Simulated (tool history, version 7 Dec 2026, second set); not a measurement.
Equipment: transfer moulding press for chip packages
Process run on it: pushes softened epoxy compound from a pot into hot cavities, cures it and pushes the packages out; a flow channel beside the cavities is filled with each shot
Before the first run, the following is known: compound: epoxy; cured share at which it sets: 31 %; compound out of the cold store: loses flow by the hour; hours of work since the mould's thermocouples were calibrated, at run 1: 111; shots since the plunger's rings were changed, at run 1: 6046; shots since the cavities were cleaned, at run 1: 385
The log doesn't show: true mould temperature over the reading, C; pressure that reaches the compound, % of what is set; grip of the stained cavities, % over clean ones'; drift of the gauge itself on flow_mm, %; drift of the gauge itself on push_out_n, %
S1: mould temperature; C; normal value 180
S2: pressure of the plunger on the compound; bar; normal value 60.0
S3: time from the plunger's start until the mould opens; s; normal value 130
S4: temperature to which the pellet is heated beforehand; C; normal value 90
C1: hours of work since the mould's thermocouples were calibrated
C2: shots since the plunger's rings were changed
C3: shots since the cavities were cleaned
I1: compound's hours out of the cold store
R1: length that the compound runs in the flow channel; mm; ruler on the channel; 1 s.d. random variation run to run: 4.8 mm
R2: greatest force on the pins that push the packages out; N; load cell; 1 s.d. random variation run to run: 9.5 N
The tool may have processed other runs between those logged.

run	day	S1	S2	S3	S4	C1	C2	C3	I1	R1	R2
1	0.000	180	60.0	130	90	111	6046	385	24.8	678	643
2	0.521	180	60.0	130	90	119	6172	511	20.7	703	687
3	0.904	180	60.0	130	90	126	6265	604	33.7	658	709
4	1.692	180	60.0	130	90	139	6456	795	15.9	709	794
# day 1.962: plunger's sealing rings changed
5	2.338	180	60.0	130	90	147	90	925	27.7	779	757
# day 2.458: cavities cleaned with cleaning compound and waxed
6	2.775	180	60.0	130	90	154	182	78	10.0	827	516
7	3.558	180	60.0	161	90	166	371	267	36.4	750	573
8	4.317	180	60.0	161	90	179	555	451	14.9	812	654
9	4.992	180	60.0	130	90	190	718	614	16.5	799	741
10	5.658	180	60.0	130	90	201	879	775	24.4	764	742
# day 6.383: cavities cleaned with cleaning compound and waxed
11	6.392	180	60.0	130	90	212	1041	1	9.2	820	432
12	6.788	185	60.0	130	90	218	1137	97	15.1	775	460
13	7.267	185	60.0	130	90	226	1253	213	23.3	746	541
14	8.029	179	60.0	130	90	239	1438	398	46.5	697	645
15	8.642	179	60.0	130	90	249	1587	547	27.8	757	702
16	9.412	173	60.0	130	90	261	1773	733	20.0	802	990
17	10.188	173	60.0	130	90	274	1960	920	42.4	718	971
# day 10.338: cavities cleaned with cleaning compound and waxed
18	11.021	173	64.9	114	96	287	2147	165	35.4	770	906
19	11.671	179	45.8	122	92	297	2305	323	19.4	674	688
20	12.258	177	66.2	140	92	307	2447	465	9.8	844	714
21	13.017	177	66.2	116	97	320	2630	648	40.6	734	885
22	13.404	180	57.5	130	90	326	2724	742	26.4	723	742
23	14.017	181	60.0	143	90	336	2872	890	47.7	666	743
# day 14.283: cavities cleaned with cleaning compound and waxed
24	14.592	173	60.0	155	90	344	2996	74	12.4	803	539

Run 25 has not been measured yet. What should we expect?
25	15.142	185	60.0	130	90	353	3130	208	47.6	?	?

For run 25 the tool returned R1 650 mm, R2 556 N.
Take away the tool's hidden state, keep the run-to-run variation as it was, and the same run would have given R1 695 mm, R2 405 N.
